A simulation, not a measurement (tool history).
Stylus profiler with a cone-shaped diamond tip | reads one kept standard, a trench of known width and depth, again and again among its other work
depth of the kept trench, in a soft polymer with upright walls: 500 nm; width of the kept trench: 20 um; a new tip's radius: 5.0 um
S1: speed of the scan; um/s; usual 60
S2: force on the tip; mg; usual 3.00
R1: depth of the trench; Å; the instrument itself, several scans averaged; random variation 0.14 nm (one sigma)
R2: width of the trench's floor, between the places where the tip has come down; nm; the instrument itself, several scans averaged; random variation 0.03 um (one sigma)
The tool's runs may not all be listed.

run   hour   S1    S2      R1     R2
  1    0.0   60  3.00  5027.3  14550
  2   19.5   60  3.00  5026.4  14540
  3   50.0   60  3.00  5024.8  14500
  4   68.8   60  3.00  5026.7  14480
  5   85.3   60  3.00  5025.8  14460
  6  111.7   60  1.42  5008.4  14380
     114.3  -- height scale calibrated on a step standard
  7  139.5  144  1.66  5003.6  13980
  8  159.2  146  1.80  5005.1  13980
  9  193.5   31  1.92  5005.5  14520
 10  222.0  188  5.92  5038.8  14070
 11  242.9  188  5.92  5036.9  14070
 12  274.9  188  5.92  5037.7  14090

Forecast each of these 5 alternatives for the next run:
     284.1  -- height scale calibrated on a step standard, once more
  A  300.1  91  2.90   ?   ?
     284.1  -- height scale calibrated on a step standard, once more
  B  300.1  19  4.64   ?   ?
     284.1  -- height scale calibrated on a step standard, once more
  C  300.1  78  6.83   ?   ?
     284.1  -- height scale calibrated on a step standard, once more
  D  300.1  95  1.93   ?   ?
     284.1  -- height scale calibrated on a step standard, once more
  E  300.1  42  5.92   ?   ?

run      R1     R2
  A  5040.5  14200
  B  5056.3  14430
  C  5068.5  14340
  D  5032.0  14140
  E  5061.5  14360
Without the tool's hidden state the same runs would have given:
run      R1     R2
  A  5040.8  15340
  B  5056.6  15570
  C  5068.7  15470
  D  5032.2  15270
  E  5061.7  15490
